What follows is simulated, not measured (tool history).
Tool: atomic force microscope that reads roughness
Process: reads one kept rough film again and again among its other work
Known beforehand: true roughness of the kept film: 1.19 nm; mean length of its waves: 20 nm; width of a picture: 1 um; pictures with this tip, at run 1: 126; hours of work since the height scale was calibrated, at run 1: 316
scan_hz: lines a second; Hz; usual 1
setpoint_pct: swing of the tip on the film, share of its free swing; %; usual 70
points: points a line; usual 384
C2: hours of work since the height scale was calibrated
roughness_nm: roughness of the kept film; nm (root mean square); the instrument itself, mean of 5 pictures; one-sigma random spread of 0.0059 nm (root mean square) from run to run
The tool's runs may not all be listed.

Run 1, hour 0: usual settings; pictures with this tip 126; C2 316. Result: roughness_nm 1.031 nm (root mean square).
Run 2, hour 15.7: usual settings; pictures with this tip 142; C2 323. Result: roughness_nm 1.024 nm (root mean square).
Run 3, hour 36.3: usual settings; pictures with this tip 163; C2 331. Result: roughness_nm 1.015 nm (root mean square).
Run 4, hour 66.4: usual settings; pictures with this tip 194; C2 344. Result: roughness_nm 1.003 nm (root mean square).
Run 5, hour 101.8: usual settings; pictures with this tip 230; C2 359. Result: roughness_nm 0.987 nm (root mean square).
Run 6, hour 117.7: usual settings; pictures with this tip 246; C2 365. Result: roughness_nm 0.986 nm (root mean square).
At hour 125.3: new tip fitted.
Run 7, hour 135: usual settings; pictures with this tip 9; C2 372. Result: roughness_nm 1.08 nm (root mean square).
Run 8, hour 169.6: usual settings but points 670; pictures with this tip 45; C2 387. Result: roughness_nm 1.074 nm (root mean square).
Run 9, hour 194.2: usual settings but points 670; pictures with this tip 70; C2 397. Result: roughness_nm 1.068 nm (root mean square).
Run 10, hour 218.3: usual settings but points 345; pictures with this tip 94; C2 407. Result: roughness_nm 1.037 nm (root mean square).
Run 11, hour 242.3: usual settings but points 345; pictures with this tip 119; C2 417. Result: roughness_nm 1.028 nm (root mean square).

Predict each of these 4 candidate next runs independently; none follows another, all start after run 11:
Run A, hour 261.7: usual settings but scan_hz 1.42 Hz, setpoint_pct 72 %, points 345; pictures with this tip 139; C2 425. Result: roughness_nm ?.
Run B, hour 261.7: usual settings but scan_hz 3.15 Hz, points 573; pictures with this tip 139; C2 425. Result: roughness_nm ?.
Run C, hour 261.7: usual settings but scan_hz 0.55 Hz, points 295; pictures with this tip 139; C2 425. Result: roughness_nm ?.
Run D, hour 261.7: usual settings but setpoint_pct 88 %, points 758; pictures with this tip 139; C2 425. Result: roughness_nm ?.

run  roughness_nm
  A         1.021
  B         1.002
  C         1.031
  D         1.021
What these runs would have given with no unlogged condition in the tool:
run  roughness_nm
  A         1.075
  B         1.056
  C         1.086
  D         1.076

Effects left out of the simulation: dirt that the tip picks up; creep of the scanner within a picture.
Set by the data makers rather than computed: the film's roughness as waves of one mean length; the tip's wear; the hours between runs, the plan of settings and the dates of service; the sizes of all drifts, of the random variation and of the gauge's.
